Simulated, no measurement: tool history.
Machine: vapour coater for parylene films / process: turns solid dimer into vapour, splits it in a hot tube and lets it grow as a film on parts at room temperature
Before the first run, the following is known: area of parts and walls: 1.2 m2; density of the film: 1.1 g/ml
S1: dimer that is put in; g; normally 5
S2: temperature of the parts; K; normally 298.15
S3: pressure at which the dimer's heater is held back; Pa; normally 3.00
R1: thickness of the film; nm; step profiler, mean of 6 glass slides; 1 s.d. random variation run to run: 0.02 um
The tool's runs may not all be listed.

run,hour,S1,S2,S3,R1
1,0.0,5,298.15,3.00,2080
2,46.0,5,298.15,3.00,2030
3,91.0,4,298.15,3.00,1610
4,142.3,4,298.15,3.00,1590
5,172.7,4,298.15,3.00,1610
6,194.5,5,298.15,3.00,1980
7,219.0,5,299.15,3.00,1900
8,243.4,5,299.15,3.00,1890
9,282.6,5,298.15,3.00,1970
10,326.9,5,298.15,3.00,1930
11,373.1,5,298.15,3.00,1940
# hour 420.9: trap's valve overhauled
12,420.9,5,298.15,3.00,2070
13,469.7,5,298.15,3.00,2020
14,518.1,5,298.15,2.96,2010
15,550.4,5,295.15,3.00,2200
16,600.6,5,298.15,3.00,2000
17,652.7,5,298.15,3.00,1950
18,678.7,5,298.15,3.00,1930
19,732.0,5,297.15,2.82,2020
20,783.3,5,298.15,5.20,1720
21,836.1,5,298.15,5.20,1730
# hour 843.5: trap's valve overhauled
22,885.3,5,298.15,2.81,2020
23,915.3,2,294.15,2.81,920
# hour 920.9: table's thermometer calibrated
24,963.5,2,304.15,5.49,630
25,1002.1,6,293.15,2.68,2870
26,1027.1,6,293.15,2.68,2880
27,1052.7,5,297.15,2.83,2050
28,1091.1,5,297.15,2.83,2070
29,1116.8,5,297.15,2.83,2060
30,1167.3,5,297.15,2.83,2040
31,1195.4,9,304.15,2.02,3100
32,1230.2,3,298.15,5.27,1050
# hour 1269.6: trap's valve overhauled
33,1286.8,2,297.15,3.00,860

Each row is a separate what-if for the run after 33, all from the same tool condition, not one after another. Results?
A,1311.4,4,300.15,2.94,?
B,1311.4,2,299.15,3.00,?
C,1311.4,5,294.15,2.46,?
D,1311.4,3,297.15,3.00,?

run,R1
A,1580
B,780
C,2370
D,1270
Without the tool's hidden state the same runs would have given:
run,R1
A,1610
B,800
C,2420
D,1300

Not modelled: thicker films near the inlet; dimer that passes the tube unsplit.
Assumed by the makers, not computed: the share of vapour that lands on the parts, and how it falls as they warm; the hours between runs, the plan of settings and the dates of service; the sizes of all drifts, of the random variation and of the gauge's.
